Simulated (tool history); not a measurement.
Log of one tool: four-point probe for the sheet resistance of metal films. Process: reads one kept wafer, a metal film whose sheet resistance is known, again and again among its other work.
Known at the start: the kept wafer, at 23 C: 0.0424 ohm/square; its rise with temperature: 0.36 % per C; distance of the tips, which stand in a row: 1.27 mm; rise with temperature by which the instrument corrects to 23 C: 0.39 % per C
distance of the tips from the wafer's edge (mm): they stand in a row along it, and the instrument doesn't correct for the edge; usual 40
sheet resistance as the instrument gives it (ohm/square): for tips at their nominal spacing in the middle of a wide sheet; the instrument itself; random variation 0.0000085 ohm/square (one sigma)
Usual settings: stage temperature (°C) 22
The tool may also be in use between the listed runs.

run,day,stage temperature (°C),distance of the tips from the wafer's edge (mm),sheet resistance as the instrument gives it (ohm/square)
1,0.000,22,40,0.042130
2,3.421,22,9,0.042550
3,7.071,22,9,0.042553
4,9.496,22,8,0.042694
# day 12.300: stage's thermometer calibrated
5,14.550,22,8,0.042676
6,19.921,22,24,0.042167
# day 24.321: stage's thermometer calibrated, once more
7,25.242,22,24,0.042141
8,27.925,22,46,0.042075
9,33.579,22,46,0.042067
10,39.058,22,46,0.042077
# day 42.504: new probe head fitted
11,43.038,22,46,0.042605
12,46.900,26,11,0.042837
13,50.125,26,11,0.042832
14,52.858,26,11,0.042832
15,58.175,26,11,0.042835
16,61.671,27,24,0.042562
17,64.733,23,8,0.043139
18,69.688,23,8,0.043133
19,75.358,21,25,0.042645
20,78.842,22,4,0.044751
21,84.212,26,29,0.042548

Forecast each of these 5 alternatives for the next run:
A,86.758,28,7,?
B,86.758,27,29,?
C,86.758,28,54,?
D,86.758,22,15,?
E,86.758,27,40,?

run,sheet resistance as the instrument gives it (ohm/square)
A,0.043227
B,0.042540
C,0.042493
D,0.042735
E,0.042516
Without the tool's hidden state the same runs would have given:
run,sheet resistance as the instrument gives it (ohm/square)
A,0.043075
B,0.042390
C,0.042343
D,0.042584
E,0.042366

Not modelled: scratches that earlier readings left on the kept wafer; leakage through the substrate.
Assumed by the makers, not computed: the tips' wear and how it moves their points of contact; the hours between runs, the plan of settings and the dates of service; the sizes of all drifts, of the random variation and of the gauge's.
